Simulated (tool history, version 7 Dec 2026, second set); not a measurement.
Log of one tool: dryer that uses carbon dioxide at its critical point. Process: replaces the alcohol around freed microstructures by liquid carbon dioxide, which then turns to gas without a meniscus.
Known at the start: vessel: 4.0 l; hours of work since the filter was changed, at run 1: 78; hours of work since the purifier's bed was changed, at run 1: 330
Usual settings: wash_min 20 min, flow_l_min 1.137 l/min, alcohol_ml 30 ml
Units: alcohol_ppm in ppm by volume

run   hour  wash_min  flow_l_min  alcohol_ml  hours of work since the filter was changed  hours of work since the purifier's bed was changed  alcohol_ppm
  1      0        20       1.137          30                                          78                                                 330          170
  2    7.5        20       1.137          30                                          83                                                 335          168
  3   14.6        20       1.137          30                                          88                                                 339          178
  4   23.6        20        1.62          30                                          94                                                 346          111
  5   40.2        20        1.78          30                                         105                                                 357          112
  6   56.5        20       1.137          30                                         116                                                 368          192
  7   71.8        20       1.137          30                                         127                                                 378          197
  8   78.6        20       1.137          30                                         131                                                 383          206
  9   88.9        13       1.137          30                                         139                                                 390          489
 10  102.4        13       1.137          25                                         148                                                 399          459
 11  116.6        13       1.137          25                                         157                                                 409          447
 12    125        20       1.137          30                                         163                                                 415          205
 13  139.4        20       1.137          30                                         173                                                 424          222
 14    150        20       1.137          30                                         180                                                 432          204
 15  163.6        20       1.137          30                                         189                                                 441          222
 16  175.7        20       1.137          30                                         198                                                 449          223
 17  186.5        20       1.137          30                                         205                                                 457          229
 18  203.2        20       1.137          30                                         216                                                 468          225
 19  215.1        25       1.137          30                                         224                                                 476          183
 20  231.4        25       1.137          30                                         236                                                 487          182
 21  239.1        14       1.137          30                                         241                                                 492          509
 22    251        14       1.137          30                                         249                                                 501          487
     264.2  -- inlet filter changed
 23  264.2        14        1.26          30                                           0                                                 509          340
 24  280.9        20       1.137          30                                          11                                                 520          228
     297.8  -- purifier's bed changed
 25  298.6        20        0.81          88                                          21                                                   1          754
 26  309.3        26        1.09          88                                          29                                                   8           68
 27  325.8        26        1.09          88                                          40                                                  19           77
 28    337        25        0.81          39                                          48                                                  27          158
 29  353.8        26        0.81          39                                          59                                                  38          138
 30  361.3        18        0.79          31                                          64                                                  43          437
 31  377.7        17         0.7          32                                          75                                                  54          729
 32  384.5        17         0.7          32                                          80                                                  59          709
 33  393.4        20        0.89          30                                          86                                                  65          221
 34  404.2        20        0.89          30                                          93                                                  73          219
 35  420.9        20        0.89          30                                         105                                                  84          231
 36  428.4        20        1.48          27                                         110                                                  89           48
 37  437.4        22        0.99          67                                         116                                                  95          232
 38  449.6        14       1.137          56                                         124                                                 103          576
 39  456.6        17        1.57          76                                         129                                                 108          132
 40  473.3        17       1.137          30                                         140                                                 120          184
 41    487        30        0.83          40                                         150                                                 129          103
 42  493.8        25        0.82          57                                         154                                                 133          258
 43  500.7        25        0.82          57                                         159                                                 138          290
 44  516.1        20        1.26          89                                         170                                                 149          203
 45  523.1        20        1.26          89                                         174                                                 153          194
 46  530.2        13        1.18          27                                         179                                                 158          377
 47  539.5        18        1.36          30                                         185                                                 165          112

Hidden state or all else? Some run-to-run changes of alcohol_ppm, split into what the settings, what came in and random variation would give without the hidden state, and what is left for the hidden state (with any gauge scatter that isn't in both results):
The hidden state here: flow that reaches the vessel past the clogged filter, %; alcohol in the recycled carbon dioxide, ppm; drift of the gauge itself on alcohol_ppm, %.
Run 20 -> 21: wash_min 25 -> 14. alcohol_ppm +327 ppm by volume: hidden state +73, all else +254.
Run 22 -> 23: flow_l_min 1.137 -> 1.26, inlet filter changed. alcohol_ppm -147 ppm by volume: hidden state -71, all else -76.
Run 24 -> 25: flow_l_min 1.137 -> 0.81, alcohol_ml 30 -> 88, purifier's bed changed. alcohol_ppm +526 ppm by volume: hidden state -140, all else +666.
Run 25 -> 26: wash_min 20 -> 26, flow_l_min 0.81 -> 1.09. alcohol_ppm -686 ppm by volume: hidden state -17, all else -669.
Run 32 -> 33: wash_min 17 -> 20, flow_l_min 0.7 -> 0.89, alcohol_ml 32 -> 30. alcohol_ppm -488 ppm by volume: hidden state -22, all else -466.

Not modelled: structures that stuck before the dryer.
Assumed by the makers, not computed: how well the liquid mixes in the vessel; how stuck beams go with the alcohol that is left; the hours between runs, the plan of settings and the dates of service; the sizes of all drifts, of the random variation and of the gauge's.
